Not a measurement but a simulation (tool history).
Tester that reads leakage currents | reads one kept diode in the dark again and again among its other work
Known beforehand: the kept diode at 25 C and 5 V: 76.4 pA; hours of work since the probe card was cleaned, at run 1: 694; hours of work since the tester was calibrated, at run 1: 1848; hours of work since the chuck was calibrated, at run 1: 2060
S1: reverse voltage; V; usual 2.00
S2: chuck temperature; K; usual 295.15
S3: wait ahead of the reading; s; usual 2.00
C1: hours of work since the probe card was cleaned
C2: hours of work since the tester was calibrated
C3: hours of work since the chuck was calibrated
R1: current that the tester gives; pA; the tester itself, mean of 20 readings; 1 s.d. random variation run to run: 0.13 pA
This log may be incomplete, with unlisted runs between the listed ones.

| run | hour | S1 | S2 | S3 | C1 | C2 | C3 | R1 |
|---|---|---|---|---|---|---|---|---|
| 1 | 0.0 | 2.00 | 295.15 | 2.00 | 694 | 1848 | 2060 | 45.41 |
| 2 | 14.8 | 2.00 | 308.15 | 2.00 | 703 | 1857 | 2069 | 111.86 |
| 3 | 30.3 | 2.00 | 308.15 | 2.00 | 712 | 1866 | 2079 | 111.88 |
| 4 | 48.5 | 2.00 | 308.15 | 4.68 | 723 | 1877 | 2090 | 111.65 |
| 5 | 74.3 | 2.00 | 305.15 | 2.00 | 739 | 1893 | 2106 | 91.08 |
| 6 | 99.5 | 2.00 | 305.15 | 2.00 | 754 | 1909 | 2121 | 91.40 |
| 7 | 126.7 | 2.00 | 305.15 | 2.00 | 771 | 1925 | 2138 | 91.79 |
| 8 | 158.5 | 2.00 | 320.15 | 2.00 | 790 | 1944 | 2157 | 242.85 |
| 9 | 181.2 | 2.00 | 320.15 | 2.00 | 804 | 1958 | 2171 | 244.62 |
| 10 | 202.2 | 1.56 | 295.15 | 2.00 | 817 | 1971 | 2184 | 40.27 |
|  | 230.4 | chuck's temperature calibrated |
| 11 | 234.4 | 16.50 | 302.15 | 1.38 | 835 | 1990 | 2 | 193.27 |
| 12 | 265.9 | 6.52 | 324.15 | 2.00 | 854 | 2009 | 22 | 495.74 |
| 13 | 296.8 | 6.52 | 324.15 | 2.00 | 873 | 2028 | 40 | 498.90 |

Had the tool no unlogged condition, and each run kept its random variation, what would the results have been?
Hidden state at play: stray current of the dirty probe card, pA a volt; current scale over the true one, %; true chuck temperature over the reading, C; drift of the gauge itself on leakage_pa, %.
| run | R1 |
|---|---|
| 1 | 39.18 |
| 2 | 98.42 |
| 3 | 98.37 |
| 4 | 98.08 |
| 5 | 79.61 |
| 6 | 79.80 |
| 7 | 80.07 |
| 8 | 215.40 |
| 9 | 216.81 |
| 10 | 34.46 |
| 11 | 189.51 |
| 12 | 499.21 |
| 13 | 501.91 |
